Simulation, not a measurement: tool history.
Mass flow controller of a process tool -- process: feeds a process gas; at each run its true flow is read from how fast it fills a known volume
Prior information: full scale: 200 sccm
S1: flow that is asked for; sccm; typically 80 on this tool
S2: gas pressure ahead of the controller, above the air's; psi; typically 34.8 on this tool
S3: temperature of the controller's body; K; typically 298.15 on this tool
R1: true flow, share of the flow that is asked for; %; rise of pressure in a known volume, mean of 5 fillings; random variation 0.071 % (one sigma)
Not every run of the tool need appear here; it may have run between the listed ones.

{"run": 1, "hour": 0.0, "S1": 80, "S2": 34.8, "S3": 298.15, "R1": 102.27}
{"run": 2, "hour": 259.5, "S1": 80, "S2": 34.8, "S3": 298.15, "R1": 102.23}
{"run": 3, "hour": 492.8, "S1": 31, "S2": 34.8, "S3": 298.15, "R1": 105.11}
{"run": 4, "hour": 745.2, "S1": 31, "S2": 34.8, "S3": 312.15, "R1": 104.55}
{"run": 5, "hour": 1012.8, "S1": 31, "S2": 34.8, "S3": 312.15, "R1": 104.7}
{"run": 6, "hour": 1286.7, "S1": 31, "S2": 34.8, "S3": 312.15, "R1": 104.79}
{"run": 7, "hour": 1488.2, "S1": 31, "S2": 34.8, "S3": 312.15, "R1": 105.13}
{"run": 8, "hour": 1710.1, "S1": 80, "S2": 34.8, "S3": 298.15, "R1": 102.7}
{"run": 9, "hour": 1878.8, "S1": 80, "S2": 34.8, "S3": 306.15, "R1": 102.32}
{"run": 10, "hour": 2086.7, "S1": 80, "S2": 34.8, "S3": 306.15, "R1": 102.36}
{"run": 11, "hour": 2296.6, "S1": 80, "S2": 34.8, "S3": 306.15, "R1": 102.57}
{"run": 12, "hour": 2486.9, "S1": 80, "S2": 34.8, "S3": 306.15, "R1": 102.55}
{"run": 13, "hour": 2750.3, "S1": 80, "S2": 34.8, "S3": 306.15, "R1": 102.6}
{"run": 14, "hour": 2931.4, "S1": 48, "S2": 40.3, "S3": 300.15, "R1": 104.73}
{"run": 15, "hour": 3045.4, "S1": 48, "S2": 21.9, "S3": 312.15, "R1": 103.86}
{"run": 16, "hour": 3315.8, "S1": 48, "S2": 21.9, "S3": 312.15, "R1": 103.99}
{"run": 17, "hour": 3485.6, "S1": 48, "S2": 23.9, "S3": 312.15, "R1": 104.14}
{"run": 18, "hour": 3733.9, "S1": 80, "S2": 32.1, "S3": 294.15, "R1": 103.67}
{"run": 19, "hour": 3974.0, "S1": 34, "S2": 35.5, "S3": 305.15, "R1": 106.71}
{"run": 20, "hour": 4211.9, "S1": 34, "S2": 35.5, "S3": 305.15, "R1": 106.73}
{"run": 21, "hour": 4443.7, "S1": 34, "S2": 35.5, "S3": 305.15, "R1": 107.05}

For each run, the measured value with the value that run would have given without the tool's hidden condition subtracted. The run-to-run variation is shared by both, the gauge scatter possibly not:
The hidden state here: flow at rest that the sensor doesn't see, % of full scale; true flow over the shown one, %; drift of the gauge itself on true_pct, %.
run=1 R1=+2.54
run=2 R1=+2.63
run=3 R1=+5.67
run=4 R1=+5.87
run=5 R1=+6.06
run=6 R1=+6.26
run=7 R1=+6.4
run=8 R1=+3.15
run=9 R1=+3.21
run=10 R1=+3.29
run=11 R1=+3.37
run=12 R1=+3.44
run=13 R1=+3.53
run=14 R1=+5.23
run=15 R1=+5.29
run=16 R1=+5.43
run=17 R1=+5.53
run=18 R1=+3.88
run=19 R1=+7.65
run=20 R1=+7.8
run=21 R1=+7.96
